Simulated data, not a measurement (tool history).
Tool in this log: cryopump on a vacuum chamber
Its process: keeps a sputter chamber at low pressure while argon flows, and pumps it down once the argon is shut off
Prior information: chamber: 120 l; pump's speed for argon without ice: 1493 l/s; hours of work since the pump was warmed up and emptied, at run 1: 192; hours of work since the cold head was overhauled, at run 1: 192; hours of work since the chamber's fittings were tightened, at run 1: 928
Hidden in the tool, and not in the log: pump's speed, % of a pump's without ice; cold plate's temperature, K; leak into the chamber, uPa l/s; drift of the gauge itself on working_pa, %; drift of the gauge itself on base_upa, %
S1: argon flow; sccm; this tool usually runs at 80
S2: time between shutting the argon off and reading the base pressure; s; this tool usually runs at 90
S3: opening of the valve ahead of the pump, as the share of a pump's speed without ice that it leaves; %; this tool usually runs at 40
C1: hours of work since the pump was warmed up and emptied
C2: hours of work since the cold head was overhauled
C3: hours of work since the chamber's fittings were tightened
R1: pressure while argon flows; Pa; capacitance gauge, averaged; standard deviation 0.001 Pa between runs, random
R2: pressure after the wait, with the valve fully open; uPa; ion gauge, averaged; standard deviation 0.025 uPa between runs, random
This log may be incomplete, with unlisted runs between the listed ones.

run	hour	S1	S2	S3	C1	C2	C3	R1	R2
1	0	80	90	40	192	192	928	0.2455	1.29
2	12.4	80	90	40	199	199	936	0.2453	1.24
3	27.6	56	90	40	209	209	945	0.1737	1.28
4	44.7	56	90	40	219	219	956	0.1735	1.27
5	61.1	94	90	40	229	229	966	0.292	1.33
6	75	94	90	40	238	238	974	0.2927	1.31

Expected results for the next run?
7	92	94	157	40	249	249	985	?	?

{"run 7": {"R1": 0.2945, "R2": 0.97}}
If the tool had no hidden condition, the same run with the same run-to-run variation would have returned R1 0.2654 Pa, R2 0.7 uPa.

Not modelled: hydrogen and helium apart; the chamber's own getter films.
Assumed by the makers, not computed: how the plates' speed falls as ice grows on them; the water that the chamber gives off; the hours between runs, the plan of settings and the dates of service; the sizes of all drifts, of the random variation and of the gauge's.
